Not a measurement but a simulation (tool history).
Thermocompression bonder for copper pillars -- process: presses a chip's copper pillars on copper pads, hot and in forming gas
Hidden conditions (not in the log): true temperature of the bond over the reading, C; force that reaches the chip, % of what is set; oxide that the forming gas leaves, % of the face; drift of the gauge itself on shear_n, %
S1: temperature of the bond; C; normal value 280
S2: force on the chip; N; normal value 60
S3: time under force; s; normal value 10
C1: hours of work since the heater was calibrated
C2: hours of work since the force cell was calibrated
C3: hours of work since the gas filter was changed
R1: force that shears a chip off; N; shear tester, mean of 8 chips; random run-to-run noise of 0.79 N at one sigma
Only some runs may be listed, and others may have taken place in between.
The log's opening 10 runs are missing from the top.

run 11 day=7.917 | S1=280 S2=60 S3=10 | C1=641 C2=421 C3=239 | R1=54.9
run 12 day=8.554 | S1=280 S2=60 S3=10 | C1=649 C2=429 C3=246 | R1=54.2
run 13 day=9.483 | S1=280 S2=81 S3=10 | C1=659 C2=439 C3=257 | R1=64.3
run 14 day=10.383 | S1=280 S2=70 S3=10 | C1=670 C2=450 C3=267 | R1=58.3
run 15 day=11.262 | S1=280 S2=70 S3=10 | C1=680 C2=460 C3=277 | R1=59.5
run 16 day=12.004 | S1=280 S2=70 S3=10 | C1=688 C2=468 C3=286 | R1=59.2
-- day=12.112 force cell calibrated
run 17 day=12.575 | S1=305 S2=89 S3=18 | C1=694 C2=5 C3=291 | R1=83.1
run 18 day=13.45 | S1=280 S2=90 S3=9 | C1=704 C2=15 C3=302 | R1=65.6
run 19 day=14.471 | S1=280 S2=36 S3=9 | C1=716 C2=27 C3=313 | R1=36
run 20 day=15.133 | S1=280 S2=61 S3=9 | C1=723 C2=35 C3=321 | R1=50.4
-- day=15.283 force cell calibrated, once more
run 21 day=16.15 | S1=264 S2=80 S3=14 | C1=734 C2=10 C3=332 | R1=58.7
run 22 day=17.138 | S1=258 S2=52 S3=10 | C1=746 C2=21 C3=343 | R1=37.2
run 23 day=18.071 | S1=263 S2=69 S3=10 | C1=756 C2=32 C3=354 | R1=47.3
run 24 day=19.117 | S1=280 S2=76 S3=10 | C1=768 C2=44 C3=366 | R1=60.5
run 25 day=19.854 | S1=289 S2=55 S3=16 | C1=777 C2=52 C3=374 | R1=62.1
run 26 day=20.775 | S1=289 S2=63 S3=17 | C1=787 C2=63 C3=385 | R1=65.8
run 27 day=21.433 | S1=306 S2=43 S3=17 | C1=795 C2=71 C3=392 | R1=60.8
run 28 day=21.958 | S1=272 S2=48 S3=16 | C1=801 C2=77 C3=398 | R1=47.4
-- day=22.329 forming gas filter changed
run 29 day=22.521 | S1=272 S2=48 S3=16 | C1=807 C2=83 C3=2 | R1=56.1
run 30 day=23.392 | S1=302 S2=60 S3=10 | C1=817 C2=93 C3=12 | R1=69
run 31 day=24.1 | S1=306 S2=83 S3=10 | C1=825 C2=101 C3=20 | R1=81.8

Predict each of these 3 candidate next runs independently; none follows another, all start after run 31:
run A day=25.075 | S1=286 S2=72 S3=18 | C1=837 C2=112 C3=32 | R1=?
run B day=25.075 | S1=291 S2=83 S3=7 | C1=837 C2=112 C3=32 | R1=?
run C day=25.075 | S1=283 S2=81 S3=7 | C1=837 C2=112 C3=32 | R1=?

run=A R1=77.7
run=B R1=67.5
run=C R1=63.9
Without the tool's unlogged condition, the same runs would have read:
run=A R1=81.3
run=B R1=71.2
run=C R1=67.7
